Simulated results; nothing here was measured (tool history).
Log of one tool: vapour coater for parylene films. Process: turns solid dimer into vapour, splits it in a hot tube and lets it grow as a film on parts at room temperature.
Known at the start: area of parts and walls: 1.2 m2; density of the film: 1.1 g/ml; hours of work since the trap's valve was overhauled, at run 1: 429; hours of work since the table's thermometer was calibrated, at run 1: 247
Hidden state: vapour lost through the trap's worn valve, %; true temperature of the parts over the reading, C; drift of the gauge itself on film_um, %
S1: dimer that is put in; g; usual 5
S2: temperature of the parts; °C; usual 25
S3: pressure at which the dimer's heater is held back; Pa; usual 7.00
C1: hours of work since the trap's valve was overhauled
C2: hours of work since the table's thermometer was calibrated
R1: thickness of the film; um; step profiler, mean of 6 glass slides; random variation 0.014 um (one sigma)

| run | day | S1 | S2 | S3 | C1 | C2 | R1 |
|---|---|---|---|---|---|---|---|
| 1 | 0.000 | 5 | 25 | 7.00 | 429 | 247 | 2.42 |
| 2 | 2.217 | 5 | 25 | 7.00 | 473 | 292 | 2.42 |
| 3 | 4.925 | 5 | 25 | 7.00 | 528 | 347 | 2.41 |
| 4 | 6.483 | 5 | 25 | 7.00 | 560 | 378 | 2.42 |
|  | 8.617 | trap's valve overhauled |
| 5 | 9.458 | 2 | 25 | 7.00 | 17 | 435 | 0.99 |
| 6 | 11.750 | 5 | 25 | 7.00 | 63 | 482 | 2.41 |
| 7 | 14.392 | 5 | 25 | 7.00 | 117 | 535 | 2.42 |
| 8 | 16.808 | 5 | 25 | 7.00 | 166 | 584 | 2.44 |
| 9 | 18.296 | 5 | 25 | 7.00 | 196 | 614 | 2.42 |
| 10 | 20.308 | 5 | 25 | 7.00 | 237 | 655 | 2.42 |
| 11 | 23.621 | 5 | 25 | 7.00 | 304 | 722 | 2.42 |
| 12 | 26.217 | 5 | 25 | 7.00 | 357 | 775 | 2.42 |
| 13 | 27.675 | 5 | 25 | 7.00 | 386 | 804 | 2.42 |
| 14 | 29.988 | 5 | 25 | 7.00 | 433 | 851 | 2.41 |
| 15 | 31.542 | 5 | 25 | 7.00 | 464 | 883 | 2.40 |
| 16 | 34.938 | 5 | 25 | 7.00 | 533 | 951 | 2.39 |
| 17 | 37.558 | 5 | 19 | 7.00 | 586 | 1005 | 2.93 |
|  | 38.475 | trap's valve overhauled |
| 18 | 40.696 | 6 | 29 | 2.17 | 45 | 1065 | 3.09 |
| 19 | 43.750 | 6 | 24 | 10.80 | 107 | 1127 | 2.73 |
| 20 | 45.375 | 6 | 24 | 10.80 | 140 | 1160 | 2.75 |
| 21 | 47.358 | 6 | 24 | 10.80 | 180 | 1200 | 2.74 |
| 22 | 49.896 | 6 | 24 | 10.80 | 231 | 1251 | 2.71 |
| 23 | 51.708 | 5 | 36 | 7.00 | 268 | 1288 | 1.67 |
| 24 | 54.996 | 8 | 25 | 7.00 | 335 | 1355 | 3.80 |
| 25 | 56.900 | 8 | 25 | 7.00 | 373 | 1393 | 3.82 |
| 26 | 59.158 | 3 | 25 | 4.24 | 419 | 1439 | 1.55 |
| 27 | 60.596 | 5 | 25 | 2.83 | 448 | 1468 | 2.76 |
| 28 | 64.000 | 5 | 25 | 2.83 | 517 | 1537 | 2.78 |
| 29 | 66.196 | 3 | 23 | 3.31 | 562 | 1582 | 1.74 |

Forecast each of these 3 alternatives for the next run:
| A | 67.967 | 2 | 32 | 4.27 | 598 | 1617 | ? |
| B | 67.967 | 7 | 23 | 9.37 | 598 | 1617 | ? |
| C | 67.967 | 3 | 31 | 3.31 | 598 | 1617 | ? |

| run | R1 |
|---|---|
| A | 0.82 |
| B | 3.34 |
| C | 1.32 |
Without the tool's hidden state the same runs would have given:
| run | R1 |
|---|---|
| A | 0.85 |
| B | 3.45 |
| C | 1.37 |
